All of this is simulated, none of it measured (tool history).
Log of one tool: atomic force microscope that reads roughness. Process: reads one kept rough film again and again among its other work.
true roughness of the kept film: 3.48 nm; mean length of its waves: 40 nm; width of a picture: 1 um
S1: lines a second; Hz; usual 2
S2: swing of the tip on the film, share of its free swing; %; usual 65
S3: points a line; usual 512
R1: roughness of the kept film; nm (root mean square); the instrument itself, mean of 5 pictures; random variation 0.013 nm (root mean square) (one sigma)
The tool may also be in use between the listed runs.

Run 1, hour 0: usual settings. Result: R1 2.986 nm (root mean square).
Run 2, hour 56.7: usual settings but S2 87 %. Result: R1 2.644 nm (root mean square).
At hour 68.3: new tip fitted.
Run 3, hour 85.5: usual settings but S1 1.33 Hz, S2 87 %. Result: R1 2.785 nm (root mean square).
Run 4, hour 127.9: usual settings but S1 1.33 Hz, S2 86 %. Result: R1 2.816 nm (root mean square).
At hour 137.3: new tip fitted.
Run 5, hour 194.6: usual settings but S3 751. Result: R1 2.999 nm (root mean square).
At hour 204.9: new tip fitted.
Run 6, hour 243.5: usual settings. Result: R1 3.012 nm (root mean square).
At hour 272.7: new tip fitted.
Run 7, hour 291.8: usual settings. Result: R1 2.977 nm (root mean square).
At hour 340.8: new tip fitted.
Run 8, hour 350.3: usual settings but S3 298. Result: R1 2.986 nm (root mean square).
Run 9, hour 387.7: usual settings but S1 0.8 Hz, S2 60 %, S3 333. Result: R1 3.127 nm (root mean square).
At hour 406.9: new tip fitted.
Run 10, hour 418.5: usual settings but S1 0.8 Hz, S2 60 %, S3 333. Result: R1 3.147 nm (root mean square).
Run 11, hour 454.1: usual settings but S1 0.8 Hz, S2 60 %, S3 333. Result: R1 3.118 nm (root mean square).
At hour 476.6: new tip fitted.
Run 12, hour 508.3: usual settings but S1 0.8 Hz, S2 72 %, S3 666. Result: R1 3.072 nm (root mean square).
At hour 542.4: new tip fitted.
Run 13, hour 546.7: usual settings but S1 0.8 Hz, S2 72 %, S3 666. Result: R1 3.1 nm (root mean square).
Run 14, hour 599: usual settings but S1 3.15 Hz, S3 261. Result: R1 2.876 nm (root mean square).
At hour 609.8: new tip fitted.
Run 15, hour 644.8: usual settings but S1 3.15 Hz, S3 261. Result: R1 2.876 nm (root mean square).

Forecast run 16:
At hour 674.5: new tip fitted.
Run 16, hour 699.6: usual settings but S1 0.76 Hz, S2 59 %, S3 261. Result: R1 ?.

{"run 16": {"R1": 3.136}}
Without the tool's hidden state the same run would have given R1 3.14 nm (root mean square).
